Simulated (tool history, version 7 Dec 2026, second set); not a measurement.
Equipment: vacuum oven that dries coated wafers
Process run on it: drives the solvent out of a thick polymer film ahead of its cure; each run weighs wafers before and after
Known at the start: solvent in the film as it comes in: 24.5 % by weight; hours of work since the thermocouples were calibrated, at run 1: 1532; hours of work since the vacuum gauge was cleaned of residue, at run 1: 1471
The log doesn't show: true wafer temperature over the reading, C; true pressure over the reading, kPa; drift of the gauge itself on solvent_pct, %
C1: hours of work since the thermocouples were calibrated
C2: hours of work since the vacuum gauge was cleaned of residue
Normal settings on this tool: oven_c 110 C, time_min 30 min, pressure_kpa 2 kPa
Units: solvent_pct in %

Run 1, hour 0: usual settings; C1 1532; C2 1471. Result: solvent_pct 4.31 %.
Run 2, hour 29.5: usual settings; C1 1552; C2 1491. Result: solvent_pct 4.39 %.
Run 3, hour 79.2: usual settings; C1 1586; C2 1525. Result: solvent_pct 4.43 %.
Run 4, hour 119.4: usual settings but oven_c 119 C; C1 1614; C2 1552. Result: solvent_pct 2.31 %.
Run 5, hour 168.6: usual settings but oven_c 119 C; C1 1648; C2 1586. Result: solvent_pct 2.28 %.
At hour 196.4: oven's thermocouples calibrated.
Run 6, hour 198.1: usual settings but oven_c 121 C; C1 1; C2 1605. Result: solvent_pct 2.46 %.
Run 7, hour 220.7: usual settings but pressure_kpa 2.76 kPa; C1 17; C2 1620. Result: solvent_pct 5.87 %.
Run 8, hour 273.1: usual settings; C1 53; C2 1656. Result: solvent_pct 5.37 %.
Run 9, hour 310.8: usual settings; C1 78; C2 1682. Result: solvent_pct 5.2 %.
Run 10, hour 334.7: usual settings but oven_c 99 C, time_min 18 min, pressure_kpa 6.87 kPa; C1 95; C2 1698. Result: solvent_pct 15.96 %.
Run 11, hour 367.5: usual settings but oven_c 103 C, pressure_kpa 1.17 kPa; C1 117; C2 1721. Result: solvent_pct 7.11 %.
At hour 383.9: vacuum gauge cleaned of residue and calibrated.
Run 12, hour 417.3: usual settings but oven_c 101 C, time_min 17 min, pressure_kpa 1.04 kPa; C1 150; C2 23. Result: solvent_pct 10.99 %.
Run 13, hour 448: usual settings but time_min 15 min, pressure_kpa 5.6 kPa; C1 171; C2 44. Result: solvent_pct 11.12 %.
Run 14, hour 502.9: usual settings but oven_c 104 C, pressure_kpa 3.67 kPa; C1 209; C2 81. Result: solvent_pct 8.05 %.
Run 15, hour 555.9: usual settings but oven_c 123 C, time_min 22 min, pressure_kpa 4.41 kPa; C1 245; C2 118. Result: solvent_pct 3.9 %.
Run 16, hour 580.4: usual settings but oven_c 117 C, time_min 26 min, pressure_kpa 1.59 kPa; C1 262; C2 134. Result: solvent_pct 3.14 %.

Below, each run's measurement less what the same run would have read without the hidden state. Both values contain the same run-to-run variation, but the gauge's scatter may not be the same in both:
run  solvent_pct
  1        -0.44
  2        -0.46
  3        -0.47
  4        -0.17
  5        -0.17
  6         +0.4
  7        +0.52
  8         +0.5
  9        +0.49
 10        +0.46
 11        +0.53
 12        -0.06
 13        -0.08
 14         -0.1
 15        -0.07
 16        -0.07

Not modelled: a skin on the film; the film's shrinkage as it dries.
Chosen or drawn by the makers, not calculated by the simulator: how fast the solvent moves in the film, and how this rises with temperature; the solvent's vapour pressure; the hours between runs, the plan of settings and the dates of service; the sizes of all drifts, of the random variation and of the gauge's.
